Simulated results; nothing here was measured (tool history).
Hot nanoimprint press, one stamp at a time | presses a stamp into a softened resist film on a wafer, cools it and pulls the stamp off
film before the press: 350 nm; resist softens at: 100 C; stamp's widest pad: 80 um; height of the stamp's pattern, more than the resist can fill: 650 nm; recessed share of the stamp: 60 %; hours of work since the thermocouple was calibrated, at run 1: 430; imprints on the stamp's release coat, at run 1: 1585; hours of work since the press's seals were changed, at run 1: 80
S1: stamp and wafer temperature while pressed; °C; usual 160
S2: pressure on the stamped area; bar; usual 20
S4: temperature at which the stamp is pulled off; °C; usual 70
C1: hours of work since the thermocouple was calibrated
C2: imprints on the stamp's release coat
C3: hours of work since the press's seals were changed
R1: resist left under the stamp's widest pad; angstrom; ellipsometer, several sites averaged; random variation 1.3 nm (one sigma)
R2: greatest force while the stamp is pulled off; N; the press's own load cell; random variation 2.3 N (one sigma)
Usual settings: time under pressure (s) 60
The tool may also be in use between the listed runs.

{"run": 1, "hour": 0.0, "S1": 160, "S2": 20, "time under pressure (s)": 60, "S4": 70, "C1": 430, "C2": 1585, "C3": 80, "R1": 1918, "R2": 120}
{"run": 2, "hour": 7.3, "S1": 160, "S2": 20, "time under pressure (s)": 65, "S4": 70, "C1": 433, "C2": 1608, "C3": 83, "R1": 1878, "R2": 114}
{"hour": 14.1, "done": "stamp cleaned and given a new release coat"}
{"run": 3, "hour": 18.0, "S1": 160, "S2": 20, "time under pressure (s)": 60, "S4": 70, "C1": 435, "C2": 12, "C3": 85, "R1": 1943, "R2": 97}
{"run": 4, "hour": 26.2, "S1": 160, "S2": 20, "time under pressure (s)": 60, "S4": 70, "C1": 439, "C2": 37, "C3": 89, "R1": 1926, "R2": 97}
{"run": 5, "hour": 33.8, "S1": 160, "S2": 20, "time under pressure (s)": 60, "S4": 70, "C1": 442, "C2": 60, "C3": 92, "R1": 1936, "R2": 98}
{"run": 6, "hour": 41.4, "S1": 160, "S2": 20, "time under pressure (s)": 60, "S4": 71, "C1": 445, "C2": 83, "C3": 96, "R1": 1933, "R2": 96}
{"run": 7, "hour": 45.9, "S1": 160, "S2": 20, "time under pressure (s)": 60, "S4": 71, "C1": 447, "C2": 97, "C3": 98, "R1": 1919, "R2": 101}
{"run": 8, "hour": 54.3, "S1": 160, "S2": 20, "time under pressure (s)": 60, "S4": 58, "C1": 451, "C2": 122, "C3": 101, "R1": 1915, "R2": 132}
{"run": 9, "hour": 61.4, "S1": 160, "S2": 20, "time under pressure (s)": 60, "S4": 58, "C1": 454, "C2": 144, "C3": 105, "R1": 1919, "R2": 126}
{"run": 10, "hour": 70.0, "S1": 160, "S2": 20, "time under pressure (s)": 60, "S4": 71, "C1": 458, "C2": 170, "C3": 108, "R1": 1911, "R2": 93}
{"run": 11, "hour": 77.7, "S1": 169, "S2": 20, "time under pressure (s)": 60, "S4": 70, "C1": 462, "C2": 193, "C3": 112, "R1": 1256, "R2": 104}
{"run": 12, "hour": 87.5, "S1": 168, "S2": 20, "time under pressure (s)": 40, "S4": 70, "C1": 466, "C2": 223, "C3": 116, "R1": 1510, "R2": 101}
{"run": 13, "hour": 92.0, "S1": 168, "S2": 20, "time under pressure (s)": 40, "S4": 70, "C1": 468, "C2": 237, "C3": 118, "R1": 1508, "R2": 101}
{"run": 14, "hour": 97.1, "S1": 168, "S2": 20, "time under pressure (s)": 40, "S4": 70, "C1": 470, "C2": 252, "C3": 120, "R1": 1520, "R2": 102}
{"run": 15, "hour": 106.9, "S1": 168, "S2": 12.9, "time under pressure (s)": 40, "S4": 69, "C1": 475, "C2": 282, "C3": 125, "R1": 1906, "R2": 109}
{"run": 16, "hour": 111.5, "S1": 152, "S2": 16.1, "time under pressure (s)": 113, "S4": 65, "C1": 477, "C2": 296, "C3": 127, "R1": 2495, "R2": 115}
{"run": 17, "hour": 118.2, "S1": 152, "S2": 23.9, "time under pressure (s)": 113, "S4": 65, "C1": 480, "C2": 316, "C3": 130, "R1": 2087, "R2": 114}
{"run": 18, "hour": 127.6, "S1": 154, "S2": 20, "time under pressure (s)": 37, "S4": 73, "C1": 484, "C2": 345, "C3": 134, "R1": 2722, "R2": 95}
{"run": 19, "hour": 138.3, "S1": 160, "S2": 20, "time under pressure (s)": 54, "S4": 71, "C1": 489, "C2": 377, "C3": 139, "R1": 1959, "R2": 101}
{"run": 20, "hour": 148.7, "S1": 160, "S2": 20, "time under pressure (s)": 54, "S4": 71, "C1": 493, "C2": 409, "C3": 143, "R1": 1966, "R2": 100}
{"run": 21, "hour": 157.4, "S1": 160, "S2": 20, "time under pressure (s)": 54, "S4": 71, "C1": 497, "C2": 435, "C3": 147, "R1": 1960, "R2": 99}
{"run": 22, "hour": 162.0, "S1": 160, "S2": 17.5, "time under pressure (s)": 54, "S4": 74, "C1": 499, "C2": 449, "C3": 149, "R1": 2108, "R2": 95}

5 ways to go on from here, each from the tool as it stands after run 22. What would each give?
{"hour": 169.6, "done": "plate thermocouple calibrated"}
{"run": "A", "hour": 172.6, "S1": 160, "S2": 18, "time under pressure (s)": 76, "S4": 63, "C1": 1, "C2": 472, "C3": 153, "R1": "?", "R2": "?"}
{"hour": 169.6, "done": "plate thermocouple calibrated"}
{"run": "B", "hour": 172.6, "S1": 158, "S2": 20, "time under pressure (s)": 60, "S4": 63, "C1": 1, "C2": 472, "C3": 153, "R1": "?", "R2": "?"}
{"hour": 169.6, "done": "plate thermocouple calibrated"}
{"run": "C", "hour": 172.6, "S1": 160, "S2": 17.5, "time under pressure (s)": 54, "S4": 66, "C1": 1, "C2": 472, "C3": 153, "R1": "?", "R2": "?"}
{"hour": 169.6, "done": "plate thermocouple calibrated"}
{"run": "D", "hour": 172.6, "S1": 160, "S2": 17.5, "time under pressure (s)": 69, "S4": 59, "C1": 1, "C2": 472, "C3": 153, "R1": "?", "R2": "?"}
{"hour": 169.6, "done": "plate thermocouple calibrated"}
{"run": "E", "hour": 172.6, "S1": 160, "S2": 31.5, "time under pressure (s)": 54, "S4": 74, "C1": 1, "C2": 472, "C3": 153, "R1": "?", "R2": "?"}

run=A R1=1992 R2=126
run=B R1=2181 R2=123
run=C R1=2189 R2=115
run=D R1=2047 R2=137
run=E R1=1657 R2=100
Without the tool's hidden state the same runs would have given:
run=A R1=1998 R2=120
run=B R1=2187 R2=118
run=C R1=2195 R2=110
run=D R1=2053 R2=131
run=E R1=1660 R2=96

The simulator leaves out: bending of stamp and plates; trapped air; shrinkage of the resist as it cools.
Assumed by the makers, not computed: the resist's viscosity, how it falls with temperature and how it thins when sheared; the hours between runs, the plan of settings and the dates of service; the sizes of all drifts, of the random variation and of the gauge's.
